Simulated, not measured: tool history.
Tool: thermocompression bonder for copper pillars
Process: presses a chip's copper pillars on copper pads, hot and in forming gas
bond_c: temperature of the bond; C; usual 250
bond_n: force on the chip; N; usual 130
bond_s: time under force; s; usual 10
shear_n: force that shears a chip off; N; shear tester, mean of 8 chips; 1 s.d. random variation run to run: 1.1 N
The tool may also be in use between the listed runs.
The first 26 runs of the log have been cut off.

run   hour  bond_c  bond_n  bond_s  shear_n
 27    316     241     130      10     83.4
 28  329.5     241     179      10      104
 29  339.6     241     179      10    104.6
 30  346.8     241     179      10    106.2
 31    358     241     179      10      103
 32  366.7     250     184      10    111.3
 33  383.6     263      89      15     89.4
     385.2  -- forming gas filter changed
 34  397.6     224      82       7       39
 35  411.9     244     127      18     98.4
 36    420     242      94      14     73.1
 37  429.1     242     136       7     78.4
 38  436.5     250     126      10       90
 39  447.1     250     125      10     88.5

Predict each of these 4 candidate next runs independently; none follows another, all start after run 39:
  A  458.7     234     134      29        ?
  B  458.7     278     113      13        ?
  C  458.7     247     135      10        ?
  D  458.7     250     105       5        ?

run  shear_n
  A    105.1
  B    112.4
  C     92.5
  D     62.1
Take away the tool's hidden state, keep each run's random variation, and the runs would have read:
run  shear_n
  A    105.5
  B    112.8
  C     92.9
  D     62.4
